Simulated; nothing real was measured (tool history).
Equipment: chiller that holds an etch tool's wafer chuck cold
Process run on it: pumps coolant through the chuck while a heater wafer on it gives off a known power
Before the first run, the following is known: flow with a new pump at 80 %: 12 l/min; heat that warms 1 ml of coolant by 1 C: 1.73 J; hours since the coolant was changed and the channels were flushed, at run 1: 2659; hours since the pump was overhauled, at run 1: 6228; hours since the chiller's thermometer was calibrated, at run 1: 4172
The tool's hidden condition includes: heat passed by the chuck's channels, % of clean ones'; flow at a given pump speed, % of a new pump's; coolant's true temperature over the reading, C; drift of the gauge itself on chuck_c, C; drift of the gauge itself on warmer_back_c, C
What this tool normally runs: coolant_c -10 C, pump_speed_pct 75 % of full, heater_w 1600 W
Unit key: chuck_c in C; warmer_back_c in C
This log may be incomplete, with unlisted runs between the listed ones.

run	hour	coolant_c	pump_speed_pct	heater_w	hours since the coolant was changed and the channels were flushed	hours since the pump was overhauled	hours since the chiller's thermometer was calibrated	chuck_c	warmer_back_c
1	0	-10	75	1600	2659	6228	4172	5.4	5.66
2	117.2	-10	75	1600	2776	6345	4289	5.4	5.65
3	223.9	-10	75	1600	2883	6452	4396	5.3	5.69
4	350.2	-10	75	1418	3009	6578	4522	3.8	5.04
5	432.1	-10	75	1418	3091	6660	4604	3.9	5.01
6	573.7	-10	75	1418	3233	6801	4746	3.8	5
7	702.5	-10	75	1418	3361	6930	4875	4	5.09
8	833.6	-10	75	1418	3492	7061	5006	4.1	5.08
# hour 862.6: chiller's thermometer calibrated
9	963.7	-10	75	1418	3622	7191	101	3.7	5.09
10	1067.1	-10	75	1976	3725	7294	205	9.1	7.12
11	1172.7	-10	75	1976	3831	7400	310	9.3	7.09
12	1242.7	-10	75	919	3901	7469	380	-1	3.3
13	1402.6	-10	75	1600	4061	7629	540	5.8	5.87
14	1515	-10	75	1600	4173	7742	652	5.7	5.86
15	1611.8	-10	75	1600	4270	7839	749	5.9	5.85
16	1698.3	-5	83	1862	4356	7925	836	12.3	6.09
# hour 1748.1: coolant pump overhauled
17	1855.2	-5	83	1862	4508	107	988	12.5	6.37
18	1928.1	-7	75	1858	4581	180	1061	12.2	7.06
19	2067	-7	75	1858	4720	319	1199	12	7.11
# hour 2104.2: coolant pump overhauled, once more
20	2212.9	-12	70	2223	4861	109	1340	9.3	7.44
21	2309.1	-12	70	2223	4957	205	1437	9.4	7.4
22	2464.4	-10	75	1094	5112	360	1592	-0.1	3.49
23	2597.6	-10	63	1702	5246	493	1725	7.7	6.52
24	2748.6	-20	81	1600	5396	644	1876	-5.8	4.58
25	2890	-20	81	1600	5538	786	2017	-5.7	4.67
26	2976.3	-20	81	1600	5624	872	2104	-5.7	4.65
27	3065.8	-2	75	1729	5714	962	2193	14.3	5.52
# hour 3099.1: coolant changed, channels flushed
28	3219.8	-1	84	1822	121	1110	2341	13.2	5.12

Predict each of these 5 candidate next runs independently; none follows another, all start after run 28:
A	3285.8	-1	78	1822	187	1176	2407	?	?
B	3285.8	-10	87	2366	187	1176	2407	?	?
C	3285.8	-13	84	1337	187	1176	2407	?	?
D	3285.8	-1	83	817	187	1176	2407	?	?
E	3285.8	-8	89	805	187	1176	2407	?	?

run	chuck_c	warmer_back_c
A	14.1	5.56
B	8	6.45
C	-2.4	3.71
D	5.3	2.4
E	-1.7	2.09
The same runs, with their run-to-run variation unchanged, on a tool lacking any hidden condition would have given:
run	chuck_c	warmer_back_c
A	13.5	5.42
B	7.4	6.29
C	-2.9	3.61
D	4.9	2.34
E	-2.1	2.04
